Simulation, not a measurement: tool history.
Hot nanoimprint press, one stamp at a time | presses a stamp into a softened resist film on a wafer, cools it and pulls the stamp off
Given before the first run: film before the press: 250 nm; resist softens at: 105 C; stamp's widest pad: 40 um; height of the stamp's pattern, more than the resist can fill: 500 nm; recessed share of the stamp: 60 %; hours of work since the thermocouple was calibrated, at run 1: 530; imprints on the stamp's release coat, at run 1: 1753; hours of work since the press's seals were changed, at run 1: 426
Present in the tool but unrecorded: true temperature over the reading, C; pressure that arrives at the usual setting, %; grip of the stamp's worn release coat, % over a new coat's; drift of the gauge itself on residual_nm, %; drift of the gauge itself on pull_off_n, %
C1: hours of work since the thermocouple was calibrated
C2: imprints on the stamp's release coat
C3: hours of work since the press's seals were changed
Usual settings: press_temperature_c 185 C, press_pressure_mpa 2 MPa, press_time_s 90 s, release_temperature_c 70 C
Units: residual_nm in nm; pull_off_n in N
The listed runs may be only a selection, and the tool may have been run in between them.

run 1 hour=0 | press_temperature_c=185 press_pressure_mpa=2 press_time_s=90 release_temperature_c=70 | C1=530 C2=1753 C3=426 | residual_nm=135.9 pull_off_n=317
run 2 hour=27.8 | press_temperature_c=185 press_pressure_mpa=2 press_time_s=90 release_temperature_c=70 | C1=543 C2=1836 C3=439 | residual_nm=136 pull_off_n=317
run 3 hour=53.6 | press_temperature_c=185 press_pressure_mpa=2 press_time_s=90 release_temperature_c=70 | C1=555 C2=1912 C3=451 | residual_nm=135 pull_off_n=315
run 4 hour=85 | press_temperature_c=185 press_pressure_mpa=1.45 press_time_s=90 release_temperature_c=70 | C1=570 C2=2006 C3=466 | residual_nm=150.4 pull_off_n=313
-- hour=104.1 plate thermocouple calibrated
run 5 hour=127.1 | press_temperature_c=185 press_pressure_mpa=2 press_time_s=90 release_temperature_c=70 | C1=11 C2=2121 C3=485 | residual_nm=128.5 pull_off_n=318
run 6 hour=143.9 | press_temperature_c=185 press_pressure_mpa=2 press_time_s=90 release_temperature_c=63 | C1=19 C2=2171 C3=493 | residual_nm=128.5 pull_off_n=371
run 7 hour=170.8 | press_temperature_c=185 press_pressure_mpa=2 press_time_s=90 release_temperature_c=63 | C1=32 C2=2251 C3=505 | residual_nm=129.1 pull_off_n=379
run 8 hour=191.7 | press_temperature_c=185 press_pressure_mpa=2 press_time_s=90 release_temperature_c=63 | C1=42 C2=2313 C3=515 | residual_nm=130.2 pull_off_n=391
run 9 hour=219.6 | press_temperature_c=185 press_pressure_mpa=2 press_time_s=90 release_temperature_c=63 | C1=55 C2=2396 C3=529 | residual_nm=130.5 pull_off_n=398
-- hour=256.7 stamp cleaned and given a new release coat
run 10 hour=260.1 | press_temperature_c=187 press_pressure_mpa=2 press_time_s=90 release_temperature_c=70 | C1=71 C2=10 C3=545 | residual_nm=120.6 pull_off_n=231
run 11 hour=293.3 | press_temperature_c=187 press_pressure_mpa=2 press_time_s=90 release_temperature_c=70 | C1=87 C2=109 C3=561 | residual_nm=121.5 pull_off_n=231
run 12 hour=317.1 | press_temperature_c=193 press_pressure_mpa=1.77 press_time_s=49 release_temperature_c=70 | C1=98 C2=179 C3=572 | residual_nm=128.6 pull_off_n=237
run 13 hour=334.2 | press_temperature_c=191 press_pressure_mpa=2 press_time_s=101 release_temperature_c=70 | C1=106 C2=230 C3=580 | residual_nm=98.9 pull_off_n=240
run 14 hour=364.2 | press_temperature_c=191 press_pressure_mpa=2 press_time_s=101 release_temperature_c=70 | C1=121 C2=319 C3=594 | residual_nm=98.9 pull_off_n=243
run 15 hour=390.9 | press_temperature_c=191 press_pressure_mpa=2 press_time_s=101 release_temperature_c=70 | C1=133 C2=399 C3=607 | residual_nm=99.1 pull_off_n=253
run 16 hour=409.5 | press_temperature_c=191 press_pressure_mpa=2.67 press_time_s=70 release_temperature_c=70 | C1=142 C2=454 C3=616 | residual_nm=103.6 pull_off_n=250
run 17 hour=428.7 | press_temperature_c=191 press_pressure_mpa=2.67 press_time_s=70 release_temperature_c=70 | C1=151 C2=511 C3=625 | residual_nm=103.5 pull_off_n=248
run 18 hour=459.5 | press_temperature_c=180 press_pressure_mpa=2.67 press_time_s=82 release_temperature_c=77 | C1=166 C2=602 C3=640 | residual_nm=148.3 pull_off_n=210
run 19 hour=478.1 | press_temperature_c=176 press_pressure_mpa=2 press_time_s=90 release_temperature_c=75 | C1=175 C2=658 C3=649 | residual_nm=177.6 pull_off_n=221

Entry by entry between the runs, the difference in hidden state between the last listed run before and the first listed run after:
In the gap between runs 4 and 5: plate thermocouple calibrated (hour 104.1)
  true temperature over the reading, C: -1.44 -> -0.04; pressure that arrives at the usual setting, %: 97.72 -> 97.62; grip of the stamp's worn release coat, % over a new coat's: 37 -> 39.3
  measured value less the no-hidden-state value, residual_nm: +7.9 -> +1.4 nm; pull_off_n: +92 -> +90 N
In the gap between runs 9 and 10: stamp cleaned and given a new release coat (hour 256.7)
  true temperature over the reading, C: -0.15 -> -0.18; pressure that arrives at the usual setting, %: 97.39 -> 97.29; grip of the stamp's worn release coat, % over a new coat's: 44.7 -> 0.2
  measured value less the no-hidden-state value, residual_nm: +2 -> +2.1 nm; pull_off_n: +124 -> +2 N

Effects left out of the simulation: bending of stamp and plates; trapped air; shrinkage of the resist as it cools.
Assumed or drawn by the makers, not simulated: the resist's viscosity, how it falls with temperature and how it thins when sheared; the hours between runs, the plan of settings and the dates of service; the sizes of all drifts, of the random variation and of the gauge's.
